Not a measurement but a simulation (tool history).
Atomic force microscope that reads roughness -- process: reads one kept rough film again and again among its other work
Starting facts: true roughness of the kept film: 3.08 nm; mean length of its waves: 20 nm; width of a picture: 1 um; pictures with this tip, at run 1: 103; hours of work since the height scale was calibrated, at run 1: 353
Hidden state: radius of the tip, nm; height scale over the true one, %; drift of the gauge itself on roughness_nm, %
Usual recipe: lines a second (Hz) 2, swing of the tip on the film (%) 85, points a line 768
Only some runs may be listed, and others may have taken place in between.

run   hour  lines a second (Hz)  swing of the tip on the film (%)  points a line  pictures with this tip  hours of work since the height scale was calibrated  roughness of the kept film (nm (root mean square))
  1      0                    2                                85            768                     103                                                  353                                               1.771
      24.3  -- new tip fitted
  2     48                    2                                85            768                      22                                                  375                                               2.011
  3   83.5                    2                                85            768                      55                                                  392                                                 1.9
  4  107.4                    2                                85            768                      77                                                  403                                               1.856
     159.2  -- new tip fitted
  5    161                    2                                85            768                       1                                                  428                                               2.061
  6  217.6                    2                                85            768                      54                                                  454                                               1.944
  7    256                    2                                85            768                      89                                                  472                                               1.822
     296.7  -- new tip fitted
  8  307.4                    2                                85            768                      10                                                  496                                                2.01
  9  356.9                    2                                85            768                      56                                                  519                                               1.892
 10  402.8                    2                                86            471                      99                                                  540                                               1.768
     432.7  -- new tip fitted
 11  444.3                    2                                86            471                      11                                                  559                                               1.966
 12  474.2                    2                                86            471                      38                                                  573                                                 1.9
 13  507.4                 1.29                                86            471                      69                                                  589                                                1.99
 14  547.7                    2                                85            475                     106                                                  608                                               1.776
     568.5  -- new tip fitted
 15  585.4                    2                                85            475                      16                                                  625                                               1.995
 16  616.8                    2                                85            475                      45                                                  640                                               1.908

3 options for the next run, each taken on its own from the tool as it stands now. Forecast them:
  A  670.5                    2                                67            768                      94                                                  665                                                   ?
  B  670.5                    2                                60            768                      94                                                  665                                                   ?
  C  670.5                 3.77                                88            475                      94                                                  665                                                   ?

run  roughness of the kept film (nm (root mean square))
  A                                               2.115
  B                                               2.202
  C                                               1.429
Take away the tool's hidden state, keep each run's random variation, and the runs would have read:
run  roughness of the kept film (nm (root mean square))
  A                                               2.389
  B                                               2.487
  C                                               1.615

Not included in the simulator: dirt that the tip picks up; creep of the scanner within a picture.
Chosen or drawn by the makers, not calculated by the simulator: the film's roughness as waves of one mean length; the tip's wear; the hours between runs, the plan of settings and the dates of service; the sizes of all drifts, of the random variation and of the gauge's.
